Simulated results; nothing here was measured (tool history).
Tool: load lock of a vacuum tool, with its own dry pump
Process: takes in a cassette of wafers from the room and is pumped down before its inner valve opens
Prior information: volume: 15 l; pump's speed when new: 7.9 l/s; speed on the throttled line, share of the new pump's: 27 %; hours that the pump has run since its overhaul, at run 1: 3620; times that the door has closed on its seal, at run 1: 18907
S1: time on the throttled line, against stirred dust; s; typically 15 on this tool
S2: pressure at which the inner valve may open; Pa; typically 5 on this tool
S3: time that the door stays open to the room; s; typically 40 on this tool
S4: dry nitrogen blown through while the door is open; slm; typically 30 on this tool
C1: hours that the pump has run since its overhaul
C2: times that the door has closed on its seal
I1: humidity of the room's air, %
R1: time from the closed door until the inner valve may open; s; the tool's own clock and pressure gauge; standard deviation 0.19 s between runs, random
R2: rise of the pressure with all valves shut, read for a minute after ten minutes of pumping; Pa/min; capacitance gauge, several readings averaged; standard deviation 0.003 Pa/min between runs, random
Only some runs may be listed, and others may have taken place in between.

{"run": 1, "hour": 0.0, "S1": 15, "S2": 5, "S3": 40, "S4": 30, "C1": 3620, "C2": 18907, "I1": 44.8, "R1": 29.8, "R2": 0.024}
{"run": 2, "hour": 411.9, "S1": 8, "S2": 5, "S3": 40, "S4": 30, "C1": 4032, "C2": 20032, "I1": 45.0, "R1": 24.7, "R2": 0.031}
{"run": 3, "hour": 616.9, "S1": 8, "S2": 5, "S3": 40, "S4": 30, "C1": 4237, "C2": 20592, "I1": 46.9, "R1": 24.8, "R2": 0.03}
{"run": 4, "hour": 1030.5, "S1": 15, "S2": 8, "S3": 40, "S4": 30, "C1": 4650, "C2": 21722, "I1": 44.6, "R1": 29.1, "R2": 0.026}
{"run": 5, "hour": 1235.6, "S1": 15, "S2": 8, "S3": 40, "S4": 37, "C1": 4856, "C2": 22283, "I1": 50.2, "R1": 28.8, "R2": 0.026}
{"run": 6, "hour": 1605.2, "S1": 15, "S2": 5, "S3": 40, "S4": 10, "C1": 5225, "C2": 23292, "I1": 46.1, "R1": 30.2, "R2": 0.045}
{"run": 7, "hour": 1963.7, "S1": 15, "S2": 5, "S3": 40, "S4": 10, "C1": 5584, "C2": 24271, "I1": 41.4, "R1": 30.0, "R2": 0.041}
{"run": 8, "hour": 2399.4, "S1": 15, "S2": 5, "S3": 40, "S4": 17, "C1": 6019, "C2": 25462, "I1": 46.5, "R1": 29.9, "R2": 0.034}
{"run": 9, "hour": 2670.3, "S1": 15, "S2": 5, "S3": 40, "S4": 30, "C1": 6290, "C2": 26201, "I1": 46.9, "R1": 30.1, "R2": 0.026}
{"run": 10, "hour": 2963.6, "S1": 15, "S2": 5, "S3": 40, "S4": 30, "C1": 6584, "C2": 27002, "I1": 48.1, "R1": 30.0, "R2": 0.026}
{"run": 11, "hour": 3230.2, "S1": 15, "S2": 8, "S3": 40, "S4": 30, "C1": 6850, "C2": 27731, "I1": 48.5, "R1": 29.2, "R2": 0.028}
{"run": 12, "hour": 3531.2, "S1": 15, "S2": 8, "S3": 40, "S4": 30, "C1": 7151, "C2": 28553, "I1": 44.5, "R1": 28.9, "R2": 0.027}
{"run": 13, "hour": 3967.0, "S1": 15, "S2": 8, "S3": 40, "S4": 30, "C1": 7587, "C2": 29743, "I1": 43.9, "R1": 28.7, "R2": 0.02}
{"run": 14, "hour": 4320.7, "S1": 15, "S2": 8, "S3": 40, "S4": 30, "C1": 7941, "C2": 30710, "I1": 41.8, "R1": 29.0, "R2": 0.024}
{"run": 15, "hour": 4586.5, "S1": 15, "S2": 5, "S3": 40, "S4": 10, "C1": 8207, "C2": 31436, "I1": 41.9, "R1": 29.8, "R2": 0.039}
{"run": 16, "hour": 4877.3, "S1": 15, "S2": 5, "S3": 40, "S4": 30, "C1": 8497, "C2": 32230, "I1": 41.9, "R1": 30.0, "R2": 0.025}
{"run": 17, "hour": 5137.0, "S1": 15, "S2": 5, "S3": 40, "S4": 6, "C1": 8757, "C2": 32939, "I1": 44.4, "R1": 30.0, "R2": 0.056}
{"run": 18, "hour": 5401.6, "S1": 15, "S2": 5, "S3": 40, "S4": 6, "C1": 9022, "C2": 33662, "I1": 46.7, "R1": 29.8, "R2": 0.057}

What does the tool deliver on the next run?
{"run": 19, "hour": 5839.5, "S1": 15, "S2": 5, "S3": 110, "S4": 15, "C1": 9459, "C2": 34858, "I1": 44.6, "R1": "?", "R2": "?"}

R1: 29.8 s
R2: 0.068 Pa/min
Without the tool's hidden state the same run would have given R1 29.8 s, R2 0.067 Pa/min.
